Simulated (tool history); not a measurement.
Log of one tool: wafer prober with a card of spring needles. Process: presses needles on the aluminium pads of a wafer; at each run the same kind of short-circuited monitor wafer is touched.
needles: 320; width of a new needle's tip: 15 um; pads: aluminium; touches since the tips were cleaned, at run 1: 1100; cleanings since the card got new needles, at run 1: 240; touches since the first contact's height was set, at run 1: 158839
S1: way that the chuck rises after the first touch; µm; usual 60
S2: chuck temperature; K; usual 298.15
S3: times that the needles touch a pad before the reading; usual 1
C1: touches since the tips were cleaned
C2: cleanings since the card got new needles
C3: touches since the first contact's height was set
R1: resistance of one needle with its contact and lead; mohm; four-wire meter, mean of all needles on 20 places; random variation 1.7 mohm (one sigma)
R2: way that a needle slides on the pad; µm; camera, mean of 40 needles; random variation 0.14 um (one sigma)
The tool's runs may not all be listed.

run	hour	S1	S2	S3	C1	C2	C3	R1	R2
1	0.0	60	298.15	1	1100	240	158839	272	11.13
# hour 5.2: tips cleaned on abrasive film
# hour 13.8: tips cleaned on abrasive film
# hour 22.5: tips cleaned on abrasive film
# hour 31.1: tips cleaned on abrasive film
# hour 39.7: tips cleaned on abrasive film
# hour 48.3: tips cleaned on abrasive film
2	51.8	60	298.15	1	1408	246	179534	290	11.13
# hour 55.4: tips cleaned on abrasive film
# hour 64.0: tips cleaned on abrasive film
# hour 72.6: tips cleaned on abrasive film
# hour 79.5: tips cleaned on abrasive film
3	83.5	60	298.15	1	1581	250	192152	292	11.12
# hour 87.0: tips cleaned on abrasive film
# hour 95.6: tips cleaned on abrasive film
# hour 104.2: tips cleaned on abrasive film
# hour 112.8: tips cleaned on abrasive film
4	115.5	60	298.15	1	1071	254	204933	283	11.08
# hour 120.7: tips cleaned on abrasive film
# hour 127.6: tips cleaned on abrasive film
# hour 129.6: height of the first contact set anew
# hour 136.6: tips cleaned on abrasive film
# hour 145.2: tips cleaned on abrasive film
# hour 153.6: tips cleaned on abrasive film
5	153.6	60	298.15	1	0	259	9578	185	12.11
# hour 162.3: tips cleaned on abrasive film
# hour 170.9: tips cleaned on abrasive film
# hour 179.5: tips cleaned on abrasive film
# hour 188.1: tips cleaned on abrasive film
# hour 195.1: tips cleaned on abrasive film
6	195.8	60	298.15	1	277	264	26387	210	11.96
# hour 202.7: tips cleaned on abrasive film
# hour 211.3: tips cleaned on abrasive film
# hour 219.9: tips cleaned on abrasive film
# hour 228.6: tips cleaned on abrasive film
# hour 237.2: tips cleaned on abrasive film
# hour 245.8: tips cleaned on abrasive film
# hour 252.7: tips cleaned on abrasive film
# hour 261.4: tips cleaned on abrasive film
# hour 270.0: tips cleaned on abrasive film
7	271.3	60	332.15	1	515	273	56523	233	12.00
# hour 278.2: tips cleaned on abrasive film
# hour 286.8: tips cleaned on abrasive film
# hour 293.7: tips cleaned on abrasive film
# hour 302.3: tips cleaned on abrasive film
# hour 309.3: tips cleaned on abrasive film
# hour 317.9: tips cleaned on abrasive film
8	323.7	60	332.15	1	2362	279	77484	335	11.63
# hour 325.5: tips cleaned on abrasive film
# hour 334.2: tips cleaned on abrasive film
# hour 342.8: tips cleaned on abrasive film
# hour 351.4: tips cleaned on abrasive film
# hour 358.3: tips cleaned on abrasive film
# hour 367.0: tips cleaned on abrasive film
9	368.7	60	332.15	1	715	285	95421	253	11.69
# hour 373.9: tips cleaned on abrasive film
# hour 382.6: tips cleaned on abrasive film
# hour 389.5: tips cleaned on abrasive film
# hour 398.1: tips cleaned on abrasive film
# hour 406.7: tips cleaned on abrasive film
# hour 415.4: tips cleaned on abrasive film
# hour 424.0: tips cleaned on abrasive film
# hour 432.6: tips cleaned on abrasive film
# hour 439.5: tips cleaned on abrasive film
10	440.0	60	332.15	1	198	294	123853	217	11.48
# hour 446.9: tips cleaned on abrasive film
# hour 455.6: tips cleaned on abrasive film
# hour 464.2: tips cleaned on abrasive film
# hour 472.8: tips cleaned on abrasive film
11	475.2	60	332.15	2	952	298	137894	232	11.25
# hour 480.4: tips cleaned on abrasive film
# hour 489.0: tips cleaned on abrasive film
# hour 495.9: tips cleaned on abrasive film
# hour 504.6: tips cleaned on abrasive film
12	506.6	76	367.15	2	811	302	150415	216	14.64
# hour 511.8: tips cleaned on abrasive film
# hour 518.7: tips cleaned on abrasive film
# hour 527.3: tips cleaned on abrasive film
# hour 536.0: tips cleaned on abrasive film
# hour 542.9: tips cleaned on abrasive film
# hour 551.5: tips cleaned on abrasive film
# hour 560.1: tips cleaned on abrasive film
# hour 568.7: tips cleaned on abrasive film
# hour 575.7: tips cleaned on abrasive film
13	579.6	45	298.15	1	1582	311	179549	453	7.92
# hour 583.1: tips cleaned on abrasive film
# hour 591.7: tips cleaned on abrasive film
# hour 600.4: tips cleaned on abrasive film
# hour 609.0: tips cleaned on abrasive film
# hour 615.9: tips cleaned on abrasive film
# hour 624.5: tips cleaned on abrasive film
# hour 633.1: tips cleaned on abrasive film
# hour 641.8: tips cleaned on abrasive film
# hour 650.2: tips cleaned on abrasive film
14	650.2	45	298.15	1	0	320	207718	227	7.72

Run 15 comes next. What will it give?
# hour 657.3: height of the first contact set anew
# hour 659.1: tips cleaned on abrasive film
# hour 666.1: tips cleaned on abrasive film
# hour 674.7: tips cleaned on abrasive film
# hour 681.6: tips cleaned on abrasive film
# hour 688.5: tips cleaned on abrasive film
# hour 697.2: tips cleaned on abrasive film
# hour 705.8: tips cleaned on abrasive film
15	711.2	63	302.15	1	2195	327	21483	?	?

{"run 15": {"R1": 324, "R2": 12.86}}
Without the tool's hidden state the same run would have given R1 171 mohm, R2 13.00 µm.
